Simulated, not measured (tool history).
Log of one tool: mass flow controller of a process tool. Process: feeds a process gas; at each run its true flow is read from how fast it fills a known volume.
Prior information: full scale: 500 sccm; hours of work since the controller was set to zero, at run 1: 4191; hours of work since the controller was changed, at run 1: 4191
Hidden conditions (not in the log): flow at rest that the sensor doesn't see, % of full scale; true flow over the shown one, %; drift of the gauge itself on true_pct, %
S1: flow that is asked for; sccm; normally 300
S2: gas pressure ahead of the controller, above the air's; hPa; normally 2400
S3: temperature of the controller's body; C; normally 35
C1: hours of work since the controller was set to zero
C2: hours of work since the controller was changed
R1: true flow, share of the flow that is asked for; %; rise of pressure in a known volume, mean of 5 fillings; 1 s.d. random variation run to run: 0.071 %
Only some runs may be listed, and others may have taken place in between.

{"run": 1, "hour": 0.0, "S1": 300, "S2": 2400, "S3": 35, "C1": 4191, "C2": 4191, "R1": 99.78}
{"run": 2, "hour": 249.7, "S1": 300, "S2": 2400, "S3": 35, "C1": 4384, "C2": 4384, "R1": 99.77}
{"run": 3, "hour": 834.9, "S1": 300, "S2": 2400, "S3": 35, "C1": 4838, "C2": 4838, "R1": 99.59}
{"run": 4, "hour": 1105.2, "S1": 300, "S2": 2400, "S3": 25, "C1": 5047, "C2": 5047, "R1": 98.8}
{"run": 5, "hour": 1373.5, "S1": 300, "S2": 2400, "S3": 25, "C1": 5255, "C2": 5255, "R1": 98.8}
{"run": 6, "hour": 1800.4, "S1": 435, "S2": 2400, "S3": 35, "C1": 5586, "C2": 5586, "R1": 99.95}
{"hour": 1962.7, "done": "controller's zero set anew"}
{"run": 7, "hour": 2192.7, "S1": 300, "S2": 2400, "S3": 35, "C1": 178, "C2": 5889, "R1": 98.85}
{"run": 8, "hour": 2587.3, "S1": 82, "S2": 2400, "S3": 35, "C1": 484, "C2": 6195, "R1": 98.01}
{"run": 9, "hour": 2893.1, "S1": 82, "S2": 2400, "S3": 35, "C1": 721, "C2": 6432, "R1": 98.26}
{"run": 10, "hour": 3347.6, "S1": 300, "S2": 1830, "S3": 35, "C1": 1073, "C2": 6784, "R1": 98.24}
{"run": 11, "hour": 3684.9, "S1": 300, "S2": 1830, "S3": 35, "C1": 1334, "C2": 7045, "R1": 98.33}
{"hour": 3829.3, "done": "controller exchanged for a calibrated one"}
{"run": 12, "hour": 3941.4, "S1": 300, "S2": 1830, "S3": 35, "C1": 87, "C2": 87, "R1": 99.35}
{"run": 13, "hour": 4409.2, "S1": 300, "S2": 1830, "S3": 35, "C1": 449, "C2": 449, "R1": 99.47}
{"run": 14, "hour": 4712.0, "S1": 300, "S2": 2760, "S3": 22, "C1": 684, "C2": 684, "R1": 98.84}
{"run": 15, "hour": 5024.7, "S1": 330, "S2": 2400, "S3": 35, "C1": 926, "C2": 926, "R1": 99.86}
{"run": 16, "hour": 5574.0, "S1": 67, "S2": 1970, "S3": 35, "C1": 1352, "C2": 1352, "R1": 99.15}
{"run": 17, "hour": 5886.0, "S1": 67, "S2": 1970, "S3": 35, "C1": 1593, "C2": 1593, "R1": 99.22}
{"run": 18, "hour": 6470.3, "S1": 122, "S2": 2400, "S3": 35, "C1": 2046, "C2": 2046, "R1": 99.29}
{"run": 19, "hour": 6892.5, "S1": 322, "S2": 2400, "S3": 35, "C1": 2373, "C2": 2373, "R1": 99.81}
{"run": 20, "hour": 7233.1, "S1": 109, "S2": 1580, "S3": 35, "C1": 2637, "C2": 2637, "R1": 98.97}
{"run": 21, "hour": 7474.9, "S1": 109, "S2": 1580, "S3": 35, "C1": 2824, "C2": 2824, "R1": 99.02}
{"run": 22, "hour": 7761.3, "S1": 185, "S2": 1580, "S3": 22, "C1": 3046, "C2": 3046, "R1": 97.7}
{"run": 23, "hour": 8125.5, "S1": 430, "S2": 2600, "S3": 35, "C1": 3329, "C2": 3329, "R1": 100.07}
{"run": 24, "hour": 8602.0, "S1": 74, "S2": 2420, "S3": 30, "C1": 3698, "C2": 3698, "R1": 99.82}

For each run, the measured value with the value that run would have given without the tool's hidden condition subtracted. The run-to-run variation is shared by both, the gauge scatter possibly not:
run=1 R1=-0.45
run=2 R1=-0.47
run=3 R1=-0.52
run=4 R1=-0.54
run=5 R1=-0.57
run=6 R1=-0.84
run=7 R1=-1.37
run=8 R1=-1.03
run=9 R1=-0.96
run=10 R1=-1.44
run=11 R1=-1.48
run=12 R1=-0.33
run=13 R1=-0.36
run=14 R1=-0.38
run=15 R1=-0.42
run=16 R1=+0.38
run=17 R1=+0.48
run=18 R1=+0.00
run=19 R1=-0.55
run=20 R1=+0.22
run=21 R1=+0.26
run=22 R1=-0.27
run=23 R1=-0.76
run=24 R1=+1.20
